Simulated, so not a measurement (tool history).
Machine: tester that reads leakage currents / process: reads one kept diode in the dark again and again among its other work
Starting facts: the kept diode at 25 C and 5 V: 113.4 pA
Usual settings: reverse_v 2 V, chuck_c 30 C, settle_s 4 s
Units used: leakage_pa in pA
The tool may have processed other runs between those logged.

run,hour,reverse_v,chuck_c,settle_s,leakage_pa
1,0,2,30,4,98.42
2,177.2,3.02,30,4,123.42
3,328.5,3.02,30,4,123.49
4,461.6,2,30,2.31,98.89
5,629.7,2,30,2.31,98.5
# hour 699.6: chuck's temperature calibrated
6,776.6,2,30,2.31,98.75
7,968.3,2,30,9,98.75
8,1101,4.56,30,4,154.97
9,1277.3,2,49,4,352.29
10,1437.5,2,30,4,98.46
11,1605.7,2,30,4,98.26
12,1726.8,2,30,4,98.95
13,1927.1,2,27,4,79.55
14,2078.3,2,30,4,99.36
15,2225.4,2,30,0.32,100.73
16,2313.9,1.53,30,4,85.39
17,2415.6,2,30,4,98.87
18,2547.9,2,30,4,98.48
19,2674,2,30,4,98.92
20,2812.9,6.37,30,0.46,190.66
21,2974.2,2,57,4,576.79
22,3120.1,2.13,30,4,102.45
23,3251.4,2,21,7.47,51.15
24,3421.9,2,37,2.82,160.15
25,3613.1,2.23,30,4,105.02
26,3791.1,2,45,6.88,273.26
27,3905.7,1.23,22,5.03,42.22
28,4000.7,2.37,29,3.64,100.72
29,4145.7,2.37,29,3.64,101.22
30,4334.7,3.69,44,0.49,358.94
31,4535.8,10.33,30,0.35,253.7
# hour 4712.1: chuck's temperature calibrated
32,4712.1,10.33,30,0.35,253.37
33,4882.3,3.46,29,3.76,123.9
34,4976.9,1.21,30,4,75.32
35,5168.7,1.21,30,4,75.35
# hour 5299.9: tester calibrated
36,5334.1,5.29,30,4,168.41

Forecast each of these 3 alternatives for the next run:
A,5524.3,2,33,4,?
B,5524.3,5.29,21,4,?
C,5524.3,5.29,47,4,?

run,leakage_pa
A,122.05
B,87.32
C,532.44
Had the tool no hidden state, the same runs would have come out as:
run,leakage_pa
A,122.04
B,87.19
C,532.49
